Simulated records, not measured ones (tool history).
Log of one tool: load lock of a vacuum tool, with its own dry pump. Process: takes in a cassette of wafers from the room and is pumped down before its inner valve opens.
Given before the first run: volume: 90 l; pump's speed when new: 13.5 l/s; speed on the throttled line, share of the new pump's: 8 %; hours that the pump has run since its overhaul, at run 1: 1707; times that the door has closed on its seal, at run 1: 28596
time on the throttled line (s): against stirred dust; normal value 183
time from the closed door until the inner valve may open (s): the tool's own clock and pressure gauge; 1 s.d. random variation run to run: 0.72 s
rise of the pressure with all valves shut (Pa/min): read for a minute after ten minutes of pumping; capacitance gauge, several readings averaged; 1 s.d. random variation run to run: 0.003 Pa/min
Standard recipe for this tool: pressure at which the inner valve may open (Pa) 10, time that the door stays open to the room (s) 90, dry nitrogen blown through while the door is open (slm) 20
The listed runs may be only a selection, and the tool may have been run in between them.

run	hour	time on the throttled line (s)	pressure at which the inner valve may open (Pa)	time that the door stays open to the room (s)	dry nitrogen blown through while the door is open (slm)	hours that the pump has run since its overhaul	times that the door has closed on its seal	incoming humidity of the room's air, %	time from the closed door until the inner valve may open (s)	rise of the pressure with all valves shut (Pa/min)
1	0.0	183	10	90	20	1707	28596	45.6	228.5	0.024
2	156.9	183	10	90	20	1864	29150	44.5	229.6	0.017
3	269.0	183	10	90	20	1976	29547	42.4	230.0	0.029
4	382.6	183	10	90	20	2090	29948	48.1	230.5	0.019
5	458.0	183	10	90	20	2165	30215	46.8	229.8	0.023
6	589.6	183	10	33	20	2297	30680	45.5	230.5	0.011
7	703.8	253	10	90	20	2411	31083	42.2	294.8	0.021
8	769.5	183	10	90	20	2477	31315	42.9	229.8	0.022
9	851.9	112	10	90	32	2559	31607	43.3	164.6	0.017
10	919.5	366	17	90	42	2627	31846	45.9	395.7	0.015
11	1078.1	366	9	74	30	2786	32406	40.7	400.3	0.011
12	1229.7	254	12	90	20	2937	32942	41.8	294.7	0.016
13	1342.5	254	12	90	20	3050	33340	48.1	295.2	0.021
14	1450.9	254	12	90	20	3158	33724	45.3	293.5	0.021
15	1571.1	155	12	90	4	3279	34149	47.2	202.2	0.030
16	1713.8	321	12	158	5	3421	34653	46.1	355.2	0.044

Forecast each of these 5 alternatives for the next run:
A	1872.9	183	10	90	43	3580	35215	46.6	?	?
B	1872.9	175	11	90	8	3580	35215	46.0	?	?
C	1872.9	338	12	158	17	3580	35215	41.6	?	?
D	1872.9	133	10	158	5	3580	35215	47.6	?	?
E	1872.9	341	12	29	8	3580	35215	43.5	?	?

run	time from the closed door until the inner valve may open (s)	rise of the pressure with all valves shut (Pa/min)
A	230.1	0.015
B	221.1	0.031
C	371.7	0.028
D	184.6	0.039
E	375.3	0.014
What these runs would have given with no unlogged condition in the tool:
run	time from the closed door until the inner valve may open (s)	rise of the pressure with all valves shut (Pa/min)
A	230.1	0.015
B	221.1	0.030
C	371.7	0.028
D	184.6	0.038
E	375.3	0.013
